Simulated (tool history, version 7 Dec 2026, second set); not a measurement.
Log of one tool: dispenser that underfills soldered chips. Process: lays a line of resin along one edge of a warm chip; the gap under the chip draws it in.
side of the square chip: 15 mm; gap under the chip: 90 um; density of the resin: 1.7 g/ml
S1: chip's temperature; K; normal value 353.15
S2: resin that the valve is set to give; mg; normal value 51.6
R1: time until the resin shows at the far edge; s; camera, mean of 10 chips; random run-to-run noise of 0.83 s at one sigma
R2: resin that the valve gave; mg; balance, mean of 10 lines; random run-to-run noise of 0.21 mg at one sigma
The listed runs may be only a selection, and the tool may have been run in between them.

run	hour	S1	S2	R1	R2
1	0.0	353.15	51.6	127.7	50.41
# hour 0.8: new syringe of resin
2	4.9	353.15	51.6	101.6	50.04
3	8.6	353.15	51.6	119.3	50.23
# hour 11.6: new syringe of resin
4	11.9	353.15	51.6	84.4	49.83
5	15.1	353.15	56.2	96.3	54.37
6	19.9	353.15	56.2	121.0	54.36
# hour 22.2: new syringe of resin
7	23.1	353.15	56.2	84.4	54.30
8	25.7	349.15	51.6	118.4	50.11
9	29.9	349.15	51.6	141.6	50.15
# hour 32.9: new syringe of resin
10	35.0	353.15	51.6	90.5	49.73
11	39.4	353.15	51.6	110.7	50.06
12	42.4	353.15	51.6	126.8	49.59
# hour 43.8: new syringe of resin
13	46.8	344.15	51.6	149.5	49.24
14	50.3	344.15	51.6	175.9	49.35
15	52.7	347.15	50.0	169.6	47.86
# hour 54.4: new syringe of resin
16	55.5	342.15	61.8	152.8	58.76
17	60.4	367.15	45.3	58.7	42.98
18	64.4	358.15	50.2	105.0	47.46
# hour 65.1: new syringe of resin
19	69.8	342.15	58.6	177.2	55.57
20	73.0	348.15	44.4	160.2	42.10
# hour 75.7: new syringe of resin
21	76.8	341.15	56.5	163.8	53.57
22	81.0	349.15	54.9	131.8	51.33
23	85.3	349.15	54.9	161.3	51.50
# hour 86.3: new syringe of resin
24	88.1	349.15	54.9	110.8	51.35
25	90.6	348.15	52.2	133.5	48.89
26	95.7	348.15	52.2	166.3	48.63
# hour 97.2: new syringe of resin
# hour 98.5: dispensing valve cleaned and set on the balance
27	100.2	346.15	53.0	135.4	52.99

Here are 3 independent what-if runs from the current tool condition. What would each one return?
A	105.4	356.15	51.6	?	?
B	105.4	350.15	51.6	?	?
C	105.4	362.15	46.2	?	?

run	R1	R2
A	101.7	51.12
B	135.6	51.65
C	77.9	46.43
Had the tool no hidden state, the same runs would have come out as:
run	R1	R2
A	66.9	51.10
B	89.0	51.63
C	51.5	46.41
